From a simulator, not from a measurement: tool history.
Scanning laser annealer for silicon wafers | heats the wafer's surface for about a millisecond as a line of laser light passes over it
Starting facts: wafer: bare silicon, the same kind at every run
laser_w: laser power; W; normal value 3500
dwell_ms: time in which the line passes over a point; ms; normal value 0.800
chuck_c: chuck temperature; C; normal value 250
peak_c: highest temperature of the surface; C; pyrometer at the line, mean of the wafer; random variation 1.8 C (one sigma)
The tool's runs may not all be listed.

run 1 day=0.000 | laser_w=3500 dwell_ms=0.800 chuck_c=250 | peak_c=954
run 2 day=0.483 | laser_w=3500 dwell_ms=0.800 chuck_c=230 | peak_c=937
run 3 day=0.917 | laser_w=3500 dwell_ms=0.800 chuck_c=230 | peak_c=935
run 4 day=1.167 | laser_w=3500 dwell_ms=0.800 chuck_c=230 | peak_c=936
run 5 day=1.367 | laser_w=3500 dwell_ms=0.800 chuck_c=230 | peak_c=936
run 6 day=1.771 | laser_w=3500 dwell_ms=0.800 chuck_c=230 | peak_c=935
run 7 day=2.154 | laser_w=3500 dwell_ms=0.595 chuck_c=230 | peak_c=821
run 8 day=2.638 | laser_w=3500 dwell_ms=0.800 chuck_c=250 | peak_c=956
run 9 day=3.121 | laser_w=3500 dwell_ms=0.800 chuck_c=250 | peak_c=952
run 10 day=3.379 | laser_w=3500 dwell_ms=0.800 chuck_c=250 | peak_c=954
run 11 day=3.817 | laser_w=3500 dwell_ms=0.800 chuck_c=240 | peak_c=940
run 12 day=4.167 | laser_w=3500 dwell_ms=0.800 chuck_c=240 | peak_c=945
run 13 day=4.471 | laser_w=3500 dwell_ms=0.800 chuck_c=240 | peak_c=943
run 14 day=4.904 | laser_w=3500 dwell_ms=0.800 chuck_c=240 | peak_c=944
run 15 day=5.108 | laser_w=3500 dwell_ms=0.800 chuck_c=240 | peak_c=941
run 16 day=5.517 | laser_w=3500 dwell_ms=0.800 chuck_c=240 | peak_c=941
run 17 day=5.842 | laser_w=3500 dwell_ms=0.800 chuck_c=240 | peak_c=938
run 18 day=6.179 | laser_w=3500 dwell_ms=0.589 chuck_c=284 | peak_c=867
run 19 day=6.525 | laser_w=3500 dwell_ms=0.589 chuck_c=284 | peak_c=869
run 20 day=6.992 | laser_w=3173 dwell_ms=0.562 chuck_c=250 | peak_c=765
run 21 day=7.450 | laser_w=3676 dwell_ms=0.815 chuck_c=233 | peak_c=981
run 22 day=7.829 | laser_w=3500 dwell_ms=0.957 chuck_c=281 | peak_c=1057
run 23 day=8.250 | laser_w=3500 dwell_ms=0.957 chuck_c=281 | peak_c=1059
run 24 day=8.625 | laser_w=3048 dwell_ms=0.754 chuck_c=269 | peak_c=854
run 25 day=8.917 | laser_w=3048 dwell_ms=0.754 chuck_c=269 | peak_c=849
run 26 day=9.188 | laser_w=3668 dwell_ms=0.754 chuck_c=224 | peak_c=931
run 27 day=9.567 | laser_w=3681 dwell_ms=0.873 chuck_c=274 | peak_c=1048
run 28 day=10.008 | laser_w=3681 dwell_ms=0.873 chuck_c=274 | peak_c=1048
run 29 day=10.283 | laser_w=3681 dwell_ms=0.873 chuck_c=274 | peak_c=1044

The log once held 2 entries between its listed runs, left out of this copy. Where does each go, and what is different about the tool's unlogged condition between the listed run before it and the listed run after it?
Runs 16 to 17: laser's power meter calibrated (day 5.675)
  light that passes the window, % of a clean one's: 98.31 -> 98.28; laser's true power over the reading, %: -0.26 -> -0.36; width of the line over the set one, %: 2.28 -> 2.29
  measured result minus the result with no hidden state, peak_c: -22 -> -23 C
Runs 19 to 20: laser's power meter calibrated, once more (day 6.717)
  light that passes the window, % of a clean one's: 98.19 -> 98.14; laser's true power over the reading, %: -0.37 -> -0.14; width of the line over the set one, %: 2.33 -> 2.35
  measured result minus the result with no hidden state, peak_c: -20 -> -17 C
